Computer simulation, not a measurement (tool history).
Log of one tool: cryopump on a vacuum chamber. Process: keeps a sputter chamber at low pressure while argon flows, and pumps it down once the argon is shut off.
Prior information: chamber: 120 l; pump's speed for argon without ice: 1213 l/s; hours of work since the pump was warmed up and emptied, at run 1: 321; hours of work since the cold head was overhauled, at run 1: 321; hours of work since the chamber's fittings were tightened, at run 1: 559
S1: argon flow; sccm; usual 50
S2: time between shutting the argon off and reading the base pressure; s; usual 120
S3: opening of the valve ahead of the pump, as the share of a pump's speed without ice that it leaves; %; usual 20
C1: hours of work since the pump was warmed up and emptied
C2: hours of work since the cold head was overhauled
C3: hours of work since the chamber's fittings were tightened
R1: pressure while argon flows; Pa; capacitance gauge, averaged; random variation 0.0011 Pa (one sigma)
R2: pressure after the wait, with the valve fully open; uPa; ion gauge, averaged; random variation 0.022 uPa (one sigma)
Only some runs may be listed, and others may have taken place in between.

run 1 hour=0 | S1=50 S2=120 S3=20 | C1=321 C2=321 C3=559 | R1=0.357 R2=1.24
run 2 hour=54.2 | S1=50 S2=120 S3=20 | C1=343 C2=343 C3=581 | R1=0.3565 R2=1.19
run 3 hour=99.7 | S1=50 S2=120 S3=20 | C1=362 C2=362 C3=599 | R1=0.3572 R2=1.26
run 4 hour=136 | S1=50 S2=202 S3=20 | C1=376 C2=376 C3=614 | R1=0.3582 R2=1.11
run 5 hour=185.6 | S1=50 S2=120 S3=20 | C1=397 C2=397 C3=634 | R1=0.3609 R2=1.28
run 6 hour=270.3 | S1=50 S2=120 S3=20 | C1=431 C2=431 C3=668 | R1=0.3596 R2=1.36
run 7 hour=310.5 | S1=50 S2=120 S3=21 | C1=447 C2=447 C3=685 | R1=0.3429 R2=1.34
run 8 hour=373.2 | S1=50 S2=120 S3=21 | C1=473 C2=473 C3=710 | R1=0.3444 R2=1.38
run 9 hour=441.1 | S1=26 S2=120 S3=21 | C1=500 C2=500 C3=738 | R1=0.1793 R2=1.48
run 10 hour=485.8 | S1=26 S2=120 S3=21 | C1=519 C2=519 C3=756 | R1=0.1796 R2=1.51
run 11 hour=527.8 | S1=26 S2=120 S3=21 | C1=536 C2=536 C3=773 | R1=0.1797 R2=1.49
-- hour=574.9 pump warmed up, emptied and cooled again
run 12 hour=615.9 | S1=20 S2=120 S3=20 | C1=17 C2=569 C3=807 | R1=0.14 R2=1.37
run 13 hour=671 | S1=20 S2=120 S3=20 | C1=39 C2=592 C3=829 | R1=0.1405 R2=1.34
run 14 hour=724 | S1=20 S2=105 S3=17 | C1=61 C2=613 C3=851 | R1=0.1642 R2=1.47
run 15 hour=777.1 | S1=33 S2=120 S3=34 | C1=82 C2=635 C3=872 | R1=0.1364 R2=1.45
run 16 hour=846.5 | S1=45 S2=71 S3=20 | C1=110 C2=663 C3=901 | R1=0.3165 R2=1.76
run 17 hour=887.1 | S1=28 S2=71 S3=44 | C1=127 C2=680 C3=917 | R1=0.0908 R2=1.8
run 18 hour=960.1 | S1=50 S2=120 S3=49 | C1=157 C2=709 C3=947 | R1=0.1467 R2=1.52
run 19 hour=1043.9 | S1=50 S2=120 S3=49 | C1=191 C2=743 C3=981 | R1=0.1468 R2=1.53
run 20 hour=1080 | S1=50 S2=120 S3=39 | C1=205 C2=758 C3=995 | R1=0.1843 R2=1.58
run 21 hour=1115.3 | S1=50 S2=120 S3=39 | C1=220 C2=772 C3=1010 | R1=0.1845 R2=1.62
run 22 hour=1151 | S1=50 S2=38 S3=16 | C1=234 C2=787 C3=1024 | R1=0.4417 R2=2.57
run 23 hour=1214.6 | S1=34 S2=202 S3=25 | C1=260 C2=813 C3=1050 | R1=0.1945 R2=1.48

Below are 5 alternative next runs, each starting from the tool's condition after run 23. Predict each:
run A hour=1260.9 | S1=63 S2=120 S3=20 | C1=279 C2=832 C3=1069 | R1=? R2=?
run B hour=1260.9 | S1=91 S2=202 S3=25 | C1=279 C2=832 C3=1069 | R1=? R2=?
run C hour=1260.9 | S1=38 S2=202 S3=25 | C1=279 C2=832 C3=1069 | R1=? R2=?
run D hour=1260.9 | S1=41 S2=117 S3=20 | C1=279 C2=832 C3=1069 | R1=? R2=?
run E hour=1260.9 | S1=25 S2=120 S3=41 | C1=279 C2=832 C3=1069 | R1=? R2=?

run=A R1=0.449 R2=1.65
run=B R1=0.52 R2=1.5
run=C R1=0.2171 R2=1.54
run=D R1=0.2918 R2=1.7
run=E R1=0.0887 R2=1.68
With no hidden state in the tool, these same runs would have given:
run=A R1=0.4398 R2=0.65
run=B R1=0.5066 R2=0.51
run=C R1=0.2115 R2=0.52
run=D R1=0.2858 R2=0.66
run=E R1=0.085 R2=0.68
